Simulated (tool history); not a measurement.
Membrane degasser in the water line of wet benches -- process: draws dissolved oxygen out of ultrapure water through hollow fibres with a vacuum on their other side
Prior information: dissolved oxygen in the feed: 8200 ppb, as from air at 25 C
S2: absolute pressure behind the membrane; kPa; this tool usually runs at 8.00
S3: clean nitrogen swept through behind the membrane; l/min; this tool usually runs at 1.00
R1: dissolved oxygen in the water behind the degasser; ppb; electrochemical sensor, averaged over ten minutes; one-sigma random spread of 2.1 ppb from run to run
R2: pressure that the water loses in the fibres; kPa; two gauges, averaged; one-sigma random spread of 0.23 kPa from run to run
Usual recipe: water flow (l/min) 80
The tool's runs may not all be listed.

{"run": 1, "hour": 0.0, "water flow (l/min)": 80, "S2": 8.0, "S3": 1.0, "R1": 625.8, "R2": 58.24}
{"run": 2, "hour": 20.8, "water flow (l/min)": 80, "S2": 8.0, "S3": 2.32, "R1": 343.6, "R2": 58.01}
{"run": 3, "hour": 61.7, "water flow (l/min)": 80, "S2": 8.0, "S3": 2.32, "R1": 340.7, "R2": 58.7}
{"run": 4, "hour": 100.7, "water flow (l/min)": 80, "S2": 8.0, "S3": 2.32, "R1": 342.6, "R2": 57.99}
{"run": 5, "hour": 148.9, "water flow (l/min)": 80, "S2": 8.0, "S3": 1.0, "R1": 627.9, "R2": 58.33}
{"hour": 151.6, "done": "vacuum gauge calibrated"}
{"run": 6, "hour": 177.5, "water flow (l/min)": 80, "S2": 8.0, "S3": 1.0, "R1": 632.5, "R2": 57.77}
{"run": 7, "hour": 203.3, "water flow (l/min)": 80, "S2": 16.96, "S3": 0.86, "R1": 1755.4, "R2": 58.23}
{"run": 8, "hour": 252.5, "water flow (l/min)": 118, "S2": 8.34, "S3": 1.73, "R1": 638.2, "R2": 86.14}
{"run": 9, "hour": 295.9, "water flow (l/min)": 51, "S2": 15.15, "S3": 1.18, "R1": 939.0, "R2": 37.1}
{"run": 10, "hour": 338.7, "water flow (l/min)": 49, "S2": 11.68, "S3": 2.67, "R1": 346.3, "R2": 35.66}
{"run": 11, "hour": 373.6, "water flow (l/min)": 87, "S2": 14.82, "S3": 1.09, "R1": 1390.6, "R2": 63.44}
{"hour": 396.0, "done": "vacuum gauge calibrated, once more"}
{"run": 12, "hour": 413.1, "water flow (l/min)": 95, "S2": 10.29, "S3": 1.51, "R1": 760.8, "R2": 69.77}

Consider 3 possible next runs. They are alternatives, not a sequence: every one starts from the tool as it was left by run 12. What does each give?
{"run": "A", "hour": 455.2, "water flow (l/min)": 125, "S2": 11.67, "S3": 0.62, "R1": "?", "R2": "?"}
{"run": "B", "hour": 455.2, "water flow (l/min)": 73, "S2": 7.12, "S3": 0.64, "R1": "?", "R2": "?"}
{"run": "C", "hour": 455.2, "water flow (l/min)": 85, "S2": 4.9, "S3": 1.02, "R1": "?", "R2": "?"}

run=A R1=1723.7 R2=91.79
run=B R1=615.5 R2=53.07
run=C R1=233.9 R2=62.01
With the hidden condition removed and each run's random variation left untouched, the same runs would have given:
run=A R1=1734.0 R2=91.25
run=B R1=621.9 R2=52.76
run=C R1=237.6 R2=61.64
